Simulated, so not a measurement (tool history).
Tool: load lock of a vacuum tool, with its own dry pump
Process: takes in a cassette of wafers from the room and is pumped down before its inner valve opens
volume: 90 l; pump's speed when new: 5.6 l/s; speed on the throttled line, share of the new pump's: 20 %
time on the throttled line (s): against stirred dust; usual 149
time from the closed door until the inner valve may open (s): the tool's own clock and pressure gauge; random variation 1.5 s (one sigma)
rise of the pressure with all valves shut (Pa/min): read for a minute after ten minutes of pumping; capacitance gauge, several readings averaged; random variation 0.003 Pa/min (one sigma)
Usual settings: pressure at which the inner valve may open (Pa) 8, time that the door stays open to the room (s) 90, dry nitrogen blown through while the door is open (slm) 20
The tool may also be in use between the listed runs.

run,day,time on the throttled line (s),pressure at which the inner valve may open (Pa),time that the door stays open to the room (s),dry nitrogen blown through while the door is open (slm),"incoming humidity of the room's air, %",time from the closed door until the inner valve may open (s),rise of the pressure with all valves shut (Pa/min)
1,0.000,149,8,90,20,44.6,272.2,0.022
2,19.338,149,8,90,20,45.4,275.4,0.031
3,42.621,149,8,90,20,43.9,275.1,0.037
4,64.829,149,8,90,20,45.8,278.5,0.041
5,77.350,149,8,90,6,43.5,281.0,0.054
6,98.412,149,8,68,6,42.9,277.2,0.057
7,114.558,149,8,68,6,45.1,283.0,0.065
8,129.083,149,8,90,20,45.1,281.9,0.058
9,153.858,149,8,90,20,45.7,282.0,0.072
10,171.308,149,8,90,20,45.8,285.1,0.068
11,195.129,149,8,90,20,48.1,287.9,0.082
12,209.750,149,8,90,20,47.5,287.6,0.086
13,232.733,149,8,90,20,47.3,289.1,0.099
14,245.671,149,8,90,4,46.0,290.6,0.114
15,261.638,201,12,104,22,45.6,324.0,0.105
16,275.300,201,12,104,22,44.9,322.2,0.115
17,287.129,201,12,104,22,47.0,324.9,0.120
18,306.396,124,7,188,16,44.8,281.0,0.132
19,317.633,124,7,188,16,44.8,278.5,0.140
20,336.188,124,7,188,16,46.8,282.3,0.147
21,351.838,124,7,188,16,45.4,281.9,0.151
22,376.100,149,8,52,27,43.2,298.5,0.150
# day 387.529: dry pump taken out, an overhauled one fitted
23,400.775,149,11,90,24,43.5,267.0,0.158
24,411.654,122,8,90,20,47.3,249.7,0.172
25,435.921,81,8,90,10,45.5,220.3,0.191
26,459.467,149,9,90,20,47.2,273.9,0.199
27,475.904,149,9,90,20,43.9,273.8,0.202
28,491.796,88,7,193,6,44.9,232.6,0.238

4 ways to go on from here, each from the tool as it stands after run 28. What would each give?
A,504.050,88,16,193,9,45.6,?,?
B,504.050,149,8,75,13,46.2,?,?
C,504.050,168,13,64,6,47.1,?,?
D,504.050,149,8,90,12,48.3,?,?

run,time from the closed door until the inner valve may open (s),rise of the pressure with all valves shut (Pa/min)
A,215.1,0.241
B,278.3,0.225
C,282.1,0.233
D,276.4,0.231
Without the tool's hidden state the same runs would have given:
run,time from the closed door until the inner valve may open (s),rise of the pressure with all valves shut (Pa/min)
A,208.0,0.038
B,270.9,0.021
C,275.4,0.026
D,269.0,0.027
